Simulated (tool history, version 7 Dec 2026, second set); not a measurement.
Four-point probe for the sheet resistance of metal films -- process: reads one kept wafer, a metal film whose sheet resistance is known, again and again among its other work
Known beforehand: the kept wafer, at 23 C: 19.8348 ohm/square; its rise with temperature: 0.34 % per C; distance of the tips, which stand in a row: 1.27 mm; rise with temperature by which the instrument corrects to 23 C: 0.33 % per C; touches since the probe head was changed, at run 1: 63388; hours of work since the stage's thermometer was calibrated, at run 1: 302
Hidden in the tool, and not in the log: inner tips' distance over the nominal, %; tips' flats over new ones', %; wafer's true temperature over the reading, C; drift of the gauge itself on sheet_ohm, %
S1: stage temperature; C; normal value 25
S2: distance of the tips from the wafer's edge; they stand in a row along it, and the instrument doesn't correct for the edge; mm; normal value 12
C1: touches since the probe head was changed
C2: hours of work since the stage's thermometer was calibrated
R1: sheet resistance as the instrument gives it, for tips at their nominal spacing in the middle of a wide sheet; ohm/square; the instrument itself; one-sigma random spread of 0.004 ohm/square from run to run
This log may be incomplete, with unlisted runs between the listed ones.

run 1 hour=0.0 | S1=25 S2=12 | C1=63388 C2=302 | R1=20.055827
run 2 hour=79.9 | S1=25 S2=12 | C1=65193 C2=341 | R1=20.052714
run 3 hour=154.4 | S1=25 S2=5 | C1=66878 C2=376 | R1=20.613329
run 4 hour=268.5 | S1=25 S2=12 | C1=69458 C2=431 | R1=20.078712
run 5 hour=375.8 | S1=25 S2=12 | C1=71885 C2=483 | R1=20.075423
run 6 hour=491.5 | S1=26 S2=12 | C1=74500 C2=539 | R1=20.083303
run 7 hour=609.5 | S1=19 S2=12 | C1=77166 C2=596 | R1=20.074490
run 8 hour=675.7 | S1=19 S2=57 | C1=78663 C2=628 | R1=19.962224
run 9 hour=741.1 | S1=19 S2=57 | C1=80141 C2=659 | R1=19.964604
run 10 hour=860.0 | S1=25 S2=62 | C1=82830 C2=717 | R1=19.980989
run 11 hour=913.0 | S1=25 S2=44 | C1=84029 C2=742 | R1=19.986355
run 12 hour=1031.7 | S1=25 S2=44 | C1=86713 C2=799 | R1=20.001514
run 13 hour=1145.6 | S1=25 S2=44 | C1=89286 C2=854 | R1=20.006502
run 14 hour=1264.4 | S1=25 S2=44 | C1=91972 C2=912 | R1=20.012676
run 15 hour=1326.8 | S1=25 S2=44 | C1=93384 C2=942 | R1=20.014156
run 16 hour=1420.2 | S1=25 S2=12 | C1=95495 C2=987 | R1=20.126082
run 17 hour=1512.3 | S1=25 S2=12 | C1=97577 C2=1031 | R1=20.132744
run 18 hour=1627.0 | S1=19 S2=63 | C1=100171 C2=1086 | R1=20.015645
run 19 hour=1679.9 | S1=18 S2=18 | C1=101366 C2=1112 | R1=20.061914
run 20 hour=1758.2 | S1=19 S2=17 | C1=103137 C2=1150 | R1=20.073160
run 21 hour=1865.2 | S1=30 S2=56 | C1=105555 C2=1201 | R1=20.044630
run 22 hour=1954.2 | S1=30 S2=56 | C1=107568 C2=1244 | R1=20.059410
run 23 hour=2033.9 | S1=32 S2=5 | C1=109371 C2=1283 | R1=20.723730
run 24 hour=2091.0 | S1=18 S2=29 | C1=110660 C2=1310 | R1=20.047978
run 25 hour=2148.6 | S1=30 S2=12 | C1=111962 C2=1338 | R1=20.174805
-- hour=2206.6 stage's thermometer calibrated
run 26 hour=2208.5 | S1=30 S2=12 | C1=113304 C2=1 | R1=20.166949
run 27 hour=2322.9 | S1=33 S2=31 | C1=115892 C2=56 | R1=20.068668
run 28 hour=2378.2 | S1=26 S2=33 | C1=117142 C2=83 | R1=20.059197
run 29 hour=2498.0 | S1=26 S2=33 | C1=119850 C2=140 | R1=20.066529
run 30 hour=2614.6 | S1=24 S2=4 | C1=122485 C2=197 | R1=21.083735
run 31 hour=2692.5 | S1=29 S2=4 | C1=124247 C2=234 | R1=21.095839
run 32 hour=2749.1 | S1=29 S2=3 | C1=125528 C2=262 | R1=21.817092
run 33 hour=2855.5 | S1=28 S2=46 | C1=127933 C2=313 | R1=20.081024

Consider 3 possible next runs. They are alternatives, not a sequence: every one starts from the tool as it was left by run 33. What does each give?
run A hour=2954.2 | S1=19 S2=12 | C1=130163 C2=360 | R1=?
run B hour=2954.2 | S1=25 S2=4 | C1=130163 C2=360 | R1=?
run C hour=2954.2 | S1=28 S2=8 | C1=130163 C2=360 | R1=?

run=A R1=20.184787
run=B R1=21.100502
run=C R1=20.348168
Stripped of hidden state, with their random variation kept, the same runs would have yielded:
run=A R1=19.953740
run=B R1=20.859904
run=C R1=20.115428
